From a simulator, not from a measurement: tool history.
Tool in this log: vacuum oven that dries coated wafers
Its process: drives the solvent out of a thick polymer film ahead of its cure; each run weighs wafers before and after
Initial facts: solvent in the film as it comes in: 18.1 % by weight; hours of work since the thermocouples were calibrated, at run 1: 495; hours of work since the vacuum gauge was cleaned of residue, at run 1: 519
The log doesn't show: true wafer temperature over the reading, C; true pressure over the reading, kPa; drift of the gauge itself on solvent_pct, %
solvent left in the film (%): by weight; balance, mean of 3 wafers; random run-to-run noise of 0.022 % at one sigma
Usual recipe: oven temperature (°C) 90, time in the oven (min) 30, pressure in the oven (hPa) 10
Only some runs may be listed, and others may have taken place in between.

run,day,oven temperature (°C),time in the oven (min),pressure in the oven (hPa),hours of work since the thermocouples were calibrated,hours of work since the vacuum gauge was cleaned of residue,solvent left in the film (%)
1,0,90,30,10,495,519,1.4
2,0.883,90,30,10,508,531,1.42
3,2.192,90,30,10,526,549,1.43
4,3.317,90,30,10,541,565,1.4
5,4.6,90,30,10,559,583,1.41
6,5.458,90,30,10,571,595,1.37
7,6.696,90,30,10,588,612,1.42
8,7.879,90,26,10,605,628,1.87
9,9.304,90,26,10,625,648,1.85
10,9.95,90,26,10,634,657,1.83
11,10.725,83,30,10,644,668,3
12,11.579,83,30,10,656,680,3.05
13,12.554,83,30,10,670,693,3.02
14,13.304,83,30,10,680,704,3.04
15,14.738,83,30,10,700,724,3.02
16,15.858,83,24,10,716,739,4.1
17,16.562,90,30,10,725,749,1.38
18,17.45,80,25,25.8,738,761,5.36
19,18.425,80,25,25.8,751,775,5.33
20,19.729,80,25,25.8,769,793,5.29
21,20.871,91,30,10,785,809,1.25
22,21.821,91,30,10,798,822,1.23
23,23.138,101,30,5.8,817,840,0.27
24,23.754,101,30,5.8,825,849,0.27
25,24.979,101,30,5.8,842,866,0.24
26,25.688,101,30,5.8,852,876,0.22
27,27.083,93,30,7,872,895,0.86
28,28.092,93,30,7,886,909,0.89
29,29.183,85,53,33,901,924,1.65
30,30.246,85,53,33,916,939,1.65
# day 30.579: oven's thermocouples calibrated
31,31.679,97,30,10,15,958,0.57
32,32.867,97,23,31.9,32,975,1.5
33,33.762,97,23,31.9,44,987,1.49

For each entry between runs, how does the tool's hidden state at the last listed run before it compare with that at the first listed run after it?
From run 30 to run 31: oven's thermocouples calibrated (day 30.579)
  true wafer temperature over the reading, C: 0.03 -> -0.01
